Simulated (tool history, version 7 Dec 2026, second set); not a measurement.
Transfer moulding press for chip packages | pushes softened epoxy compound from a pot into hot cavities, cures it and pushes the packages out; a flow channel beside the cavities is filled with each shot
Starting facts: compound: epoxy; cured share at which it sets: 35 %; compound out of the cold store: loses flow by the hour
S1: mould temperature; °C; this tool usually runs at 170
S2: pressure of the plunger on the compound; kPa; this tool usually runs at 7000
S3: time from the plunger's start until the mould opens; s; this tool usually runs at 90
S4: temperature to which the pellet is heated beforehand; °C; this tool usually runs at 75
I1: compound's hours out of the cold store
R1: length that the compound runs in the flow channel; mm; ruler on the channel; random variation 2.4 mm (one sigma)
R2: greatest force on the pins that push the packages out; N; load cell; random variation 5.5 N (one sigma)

Run 1, day 0.000: usual settings; I1 23.5. Result: R1 779 mm, R2 445 N.
At day 1.292: cavities cleaned with cleaning compound and waxed.
Run 2, day 1.329: usual settings; I1 26.8. Result: R1 767 mm, R2 422 N.
Run 3, day 1.888: usual settings; I1 25.8. Result: R1 771 mm, R2 456 N.
Run 4, day 2.642: usual settings; I1 37.0. Result: R1 735 mm, R2 496 N.
At day 2.975: cavities cleaned with cleaning compound and waxed.
Run 5, day 3.612: usual settings; I1 16.6. Result: R1 783 mm, R2 462 N.
At day 4.642: cavities cleaned with cleaning compound and waxed.
Run 6, day 4.792: usual settings but S4 78 °C; I1 26.8. Result: R1 752 mm, R2 418 N.
At day 6.138: plunger's sealing rings changed.
Run 7, day 6.204: usual settings but S4 78 °C; I1 26.6. Result: R1 799 mm, R2 491 N.
At day 6.429: cavities cleaned with cleaning compound and waxed.
Run 8, day 7.233: usual settings but S4 78 °C; I1 28.8. Result: R1 791 mm, R2 458 N.
Run 9, day 7.846: usual settings but S4 78 °C; I1 36.0. Result: R1 769 mm, R2 490 N.
At day 8.096: mould's thermocouples calibrated.
At day 8.158: cavities cleaned with cleaning compound and waxed.
Run 10, day 9.067: usual settings; I1 10.7. Result: R1 844 mm, R2 513 N.
Run 11, day 9.608: usual settings but S3 76 s; I1 14.3. Result: R1 827 mm, R2 811 N.
At day 9.833: cavities cleaned with cleaning compound and waxed.
Run 12, day 10.758: usual settings but S2 8600 kPa, S3 76 s; I1 22.8. Result: R1 893 mm, R2 728 N.
At day 11.496: cavities cleaned with cleaning compound and waxed.
Run 13, day 12.004: usual settings but S4 71 °C; I1 46.7. Result: R1 728 mm, R2 474 N.
Run 14, day 13.008: usual settings but S4 71 °C; I1 31.5. Result: R1 769 mm, R2 533 N.
At day 13.162: cavities cleaned with cleaning compound and waxed.
Run 15, day 13.658: usual settings but S3 119 s, S4 85 °C; I1 47.4. Result: R1 728 mm, R2 392 N.
At day 14.833: cavities cleaned with cleaning compound and waxed.
Run 16, day 15.004: usual settings but S3 119 s, S4 85 °C; I1 43.9. Result: R1 726 mm, R2 356 N.
Run 17, day 16.200: usual settings but S2 5980 kPa, S3 98 s; I1 13.2. Result: R1 748 mm, R2 482 N.
At day 16.529: cavities cleaned with cleaning compound and waxed.
Run 18, day 17.342: usual settings but S1 168 °C, S2 6720 kPa, S3 116 s, S4 65 °C; I1 39.5. Result: R1 730 mm, R2 409 N.
At day 18.221: cavities cleaned with cleaning compound and waxed.
Run 19, day 18.283: usual settings but S1 168 °C, S2 6720 kPa, S3 116 s, S4 65 °C; I1 9.9. Result: R1 811 mm, R2 366 N.
Run 20, day 19.054: usual settings but S1 168 °C, S2 6720 kPa, S3 116 s, S4 65 °C; I1 30.3. Result: R1 744 mm, R2 412 N.
At day 19.871: cavities cleaned with cleaning compound and waxed.
Run 21, day 19.967: usual settings but S1 166 °C, S2 6720 kPa, S3 116 s, S4 65 °C; I1 30.3. Result: R1 748 mm, R2 394 N.
Run 22, day 21.154: usual settings but S1 166 °C, S2 6720 kPa, S3 116 s, S4 65 °C; I1 10.4. Result: R1 801 mm, R2 462 N.
At day 21.583: cavities cleaned with cleaning compound and waxed.
Run 23, day 22.192: usual settings but S1 166 °C, S2 6850 kPa, S3 116 s, S4 67 °C; I1 18.5. Result: R1 783 mm, R2 421 N.
At day 23.267: cavities cleaned with cleaning compound and waxed.
Run 24, day 23.425: usual settings but S1 166 °C, S2 6850 kPa, S3 116 s, S4 67 °C; I1 35.5. Result: R1 734 mm, R2 393 N.
Run 25, day 24.204: usual settings but S1 166 °C, S2 6850 kPa, S3 116 s, S4 67 °C; I1 23.3. Result: R1 764 mm, R2 441 N.
At day 24.596: plunger's sealing rings changed.
At day 25.038: cavities cleaned with cleaning compound and waxed.
Run 26, day 25.254: usual settings but S1 177 °C, S2 6050 kPa, S3 125 s, S4 81 °C; I1 36.9. Result: R1 699 mm, R2 366 N.
Run 27, day 26.300: usual settings but S2 5590 kPa; I1 47.1. Result: R1 664 mm, R2 507 N.

Forecast each of these 3 alternatives for the next run:
At day 26.692: cavities cleaned with cleaning compound and waxed.
Run A, day 27.667: usual settings but S2 6120 kPa; I1 9.2. Result: R1 ?, R2 ?.
At day 26.692: cavities cleaned with cleaning compound and waxed.
Run B, day 27.667: usual settings but S2 5590 kPa, S3 82 s, S4 81 °C; I1 11.4. Result: R1 ?, R2 ?.
At day 26.692: cavities cleaned with cleaning compound and waxed.
Run C, day 27.667: usual settings but S1 166 °C, S2 5590 kPa; I1 24.5. Result: R1 ?, R2 ?.

run   R1   R2
  A  794  514
  B  752  603
  C  728  660
Without the tool's hidden state the same runs would have given:
run   R1   R2
  A  806  448
  B  763  531
  C  739  582

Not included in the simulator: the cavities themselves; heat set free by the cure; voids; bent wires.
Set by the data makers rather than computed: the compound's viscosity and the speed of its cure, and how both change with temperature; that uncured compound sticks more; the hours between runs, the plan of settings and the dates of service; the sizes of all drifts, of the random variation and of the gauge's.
